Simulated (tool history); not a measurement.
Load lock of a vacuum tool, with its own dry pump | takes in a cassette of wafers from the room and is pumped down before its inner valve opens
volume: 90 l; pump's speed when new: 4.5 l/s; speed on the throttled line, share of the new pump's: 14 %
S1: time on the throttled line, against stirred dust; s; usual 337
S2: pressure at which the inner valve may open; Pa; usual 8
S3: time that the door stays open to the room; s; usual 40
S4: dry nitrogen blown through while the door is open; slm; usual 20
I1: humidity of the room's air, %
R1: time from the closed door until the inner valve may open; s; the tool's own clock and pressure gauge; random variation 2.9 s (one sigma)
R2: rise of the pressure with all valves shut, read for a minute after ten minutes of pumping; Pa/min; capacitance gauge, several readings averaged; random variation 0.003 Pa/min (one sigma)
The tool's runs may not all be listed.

run,hour,S1,S2,S3,S4,I1,R1,R2
1,0,337,8,40,20,44.8,506.6,0.323
2,224.4,337,6,40,20,40.8,515.2,0.336
3,325.5,337,8,40,4,47.3,501.8,0.373
4,471.3,337,8,40,39,43.6,503.4,0.349
5,592.3,337,8,40,39,45.4,504.7,0.372
6,774.8,337,8,40,39,41,505.7,0.382
7,936.3,337,8,40,39,44.5,508.7,0.406
8,1135.8,337,8,40,39,48.9,511.3,0.439
9,1310.9,337,8,40,39,47.1,510.8,0.443
10,1496.5,337,8,40,39,45.4,509.1,0.466
11,1630.5,337,8,40,39,47.7,506.3,0.484
12,1861.7,337,7,40,20,48.5,516.6,0.52
13,2019.2,179,7,40,20,42.8,380.9,0.552
14,2249,179,7,40,20,43.9,381.9,0.566
15,2364.4,337,8,53,20,45.8,515.8,0.58
16,2587.2,337,8,53,20,46.9,514.5,0.622
# hour 2652.8: door's seal changed, seat wiped
17,2733.4,337,8,53,20,48.5,507.6,0.043
18,2886.9,197,8,128,27,44.6,400.2,0.05
19,3007.5,482,8,128,17,41.4,635.5,0.055
20,3150.3,482,8,128,17,48.4,632.2,0.066
21,3363.7,482,7,34,17,46.5,644,0.05
22,3541,482,7,29,17,47,643.8,0.064
23,3745.1,508,7,51,17,40.3,666.1,0.066
24,3871.6,508,7,52,15,41.6,661.7,0.078
25,4010.9,193,7,222,16,44,408,0.112
26,4191,348,7,46,16,42.8,538,0.095
27,4417.5,348,7,46,16,47.4,538.8,0.108
28,4549.4,651,7,46,33,43.8,793.4,0.099
29,4643.3,651,7,46,33,48.8,786.2,0.105
30,4831.6,210,8,221,20,44.3,419.4,0.141
31,4941.6,210,8,221,20,42.7,420.9,0.151
32,5065.5,210,8,49,12,42,424.2,0.134
33,5237.4,257,12,42,17,49.5,449.8,0.157
34,5432.3,186,8,42,17,47.4,407.1,0.17

3 ways to go on from here, each from the tool as it stands after run 34. What would each give?
A,5558.8,186,8,42,41,47.3,?,?
B,5558.8,186,8,170,28,42.1,?,?
C,5558.8,186,11,42,6,40.7,?,?

run,R1,R2
A,402,0.16
B,407.7,0.178
C,396.2,0.172
Without the tool's hidden state the same runs would have given:
run,R1,R2
A,348.5,0.029
B,353.3,0.044
C,344.3,0.038
